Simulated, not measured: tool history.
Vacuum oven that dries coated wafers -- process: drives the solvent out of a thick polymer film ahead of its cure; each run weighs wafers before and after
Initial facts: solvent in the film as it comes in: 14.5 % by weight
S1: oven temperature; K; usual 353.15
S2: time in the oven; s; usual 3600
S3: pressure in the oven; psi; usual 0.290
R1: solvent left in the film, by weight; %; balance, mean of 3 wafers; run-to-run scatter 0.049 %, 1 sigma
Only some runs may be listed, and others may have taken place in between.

Run 1, hour 0.0: usual settings. Result: R1 2.76 %.
Run 2, hour 16.7: usual settings. Result: R1 2.83 %.
Run 3, hour 31.6: usual settings. Result: R1 2.77 %.
Run 4, hour 50.8: usual settings. Result: R1 2.78 %.
Run 5, hour 65.7: usual settings. Result: R1 2.70 %.
Run 6, hour 87.0: usual settings. Result: R1 2.69 %.
Run 7, hour 109.9: usual settings. Result: R1 2.83 %.
Run 8, hour 121.3: usual settings but S1 344.15 K. Result: R1 4.67 %.
Run 9, hour 132.4: usual settings but S1 344.15 K. Result: R1 4.79 %.
Run 10, hour 144.5: usual settings. Result: R1 2.89 %.
At hour 147.9: vacuum gauge cleaned of residue and calibrated.
Run 11, hour 163.8: usual settings. Result: R1 2.93 %.
Run 12, hour 174.7: usual settings. Result: R1 2.86 %.
Run 13, hour 191.6: usual settings. Result: R1 2.90 %.
Run 14, hour 214.0: usual settings. Result: R1 2.88 %.
At hour 227.2: vacuum gauge cleaned of residue and calibrated, once more.
Run 15, hour 227.4: usual settings. Result: R1 2.76 %.
Run 16, hour 244.2: usual settings but S1 343.15 K, S2 5280 s, S3 0.835 psi. Result: R1 6.86 %.

Predict the results of run 17:
Run 17, hour 256.0: usual settings but S1 344.15 K. Result: R1 ?.

R1: 4.49 %
With the hidden condition absent and the run-to-run variation left alone, this run would have shown R1 4.38 %.
